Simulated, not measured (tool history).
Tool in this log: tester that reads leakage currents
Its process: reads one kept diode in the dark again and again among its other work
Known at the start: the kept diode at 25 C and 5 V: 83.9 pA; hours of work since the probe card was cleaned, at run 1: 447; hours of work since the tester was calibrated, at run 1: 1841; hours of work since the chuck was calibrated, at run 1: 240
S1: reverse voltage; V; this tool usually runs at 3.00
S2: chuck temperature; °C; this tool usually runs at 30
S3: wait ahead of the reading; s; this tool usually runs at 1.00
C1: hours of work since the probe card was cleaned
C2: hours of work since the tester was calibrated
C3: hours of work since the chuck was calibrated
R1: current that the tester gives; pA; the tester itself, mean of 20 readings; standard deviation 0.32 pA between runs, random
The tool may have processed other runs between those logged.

Run 1, hour 0.0: usual settings; C1 447; C2 1841; C3 240. Result: R1 110.08 pA.
Run 2, hour 88.0: usual settings but S1 6.96 V; C1 501; C2 1895; C3 295. Result: R1 164.98 pA.
Run 3, hour 147.0: usual settings but S1 6.96 V; C1 538; C2 1932; C3 332. Result: R1 165.26 pA.
Run 4, hour 206.5: usual settings but S1 6.96 V, S3 8.88 s; C1 575; C2 1969; C3 369. Result: R1 164.14 pA.
Run 5, hour 315.1: usual settings but S1 6.96 V, S3 8.88 s; C1 643; C2 2036; C3 436. Result: R1 165.03 pA.
Run 6, hour 428.7: usual settings but S1 6.96 V, S3 8.88 s; C1 713; C2 2107; C3 507. Result: R1 165.38 pA.
Run 7, hour 546.4: usual settings; C1 786; C2 2180; C3 580. Result: R1 112.05 pA.
Run 8, hour 633.0: usual settings; C1 840; C2 2234; C3 634. Result: R1 111.97 pA.
Run 9, hour 770.4: usual settings; C1 925; C2 2319; C3 719. Result: R1 113.48 pA.
Run 10, hour 832.7: usual settings but S1 2.02 V; C1 964; C2 2358; C3 758. Result: R1 94.36 pA.
Run 11, hour 951.0: usual settings but S2 38 °C; C1 1038; C2 2431; C3 831. Result: R1 234.48 pA.
Run 12, hour 1092.9: usual settings but S2 38 °C, S3 9.42 s; C1 1126; C2 2520; C3 919. Result: R1 235.89 pA.
Run 13, hour 1194.5: usual settings but S2 38 °C, S3 9.42 s; C1 1189; C2 2583; C3 982. Result: R1 236.14 pA.
Run 14, hour 1266.7: usual settings but S3 0.32 s; C1 1234; C2 2628; C3 1027. Result: R1 117.09 pA.
Run 15, hour 1348.6: usual settings but S2 22 °C, S3 0.32 s; C1 1285; C2 2678; C3 1078. Result: R1 56.16 pA.
Run 16, hour 1475.9: usual settings but S2 22 °C, S3 0.32 s; C1 1364; C2 2757; C3 1157. Result: R1 56.36 pA.
At hour 1535.0: chuck's temperature calibrated.
Run 17, hour 1617.1: usual settings but S2 22 °C, S3 0.32 s; C1 1450; C2 2844; C3 51. Result: R1 53.89 pA.
Run 18, hour 1716.6: usual settings but S2 22 °C, S3 0.32 s; C1 1512; C2 2906; C3 113. Result: R1 54.53 pA.
Run 19, hour 1796.1: usual settings but S2 22 °C, S3 0.32 s; C1 1561; C2 2955; C3 162. Result: R1 54.35 pA.
Run 20, hour 1920.7: usual settings but S2 40 °C; C1 1639; C2 3033; C3 240. Result: R1 276.93 pA.
Run 21, hour 1997.5: usual settings but S2 40 °C; C1 1686; C2 3080; C3 287. Result: R1 277.04 pA.
Run 22, hour 2062.4: usual settings but S2 40 °C; C1 1727; C2 3120; C3 328. Result: R1 278.62 pA.
Run 23, hour 2208.1: usual settings but S2 40 °C; C1 1817; C2 3211; C3 418. Result: R1 280.18 pA.
Run 24, hour 2348.7: usual settings but S1 1.62 V, S2 23 °C, S3 6.62 s; C1 1904; C2 3298; C3 505. Result: R1 44.40 pA.
Run 25, hour 2409.3: usual settings but S1 1.62 V, S2 23 °C, S3 0.51 s; C1 1942; C2 3336; C3 543. Result: R1 45.18 pA.

Run 26 has not been measured yet. What should we expect?
At hour 2420.4: tester calibrated.
Run 26, hour 2506.3: usual settings but S2 32 °C, S3 0.62 s; C1 2001; C2 53; C3 602. Result: R1 ?.

Run 26 measured R1 140.59 pA.
Had the tool carried no hidden state, the very same run would have given R1 128.11 pA.
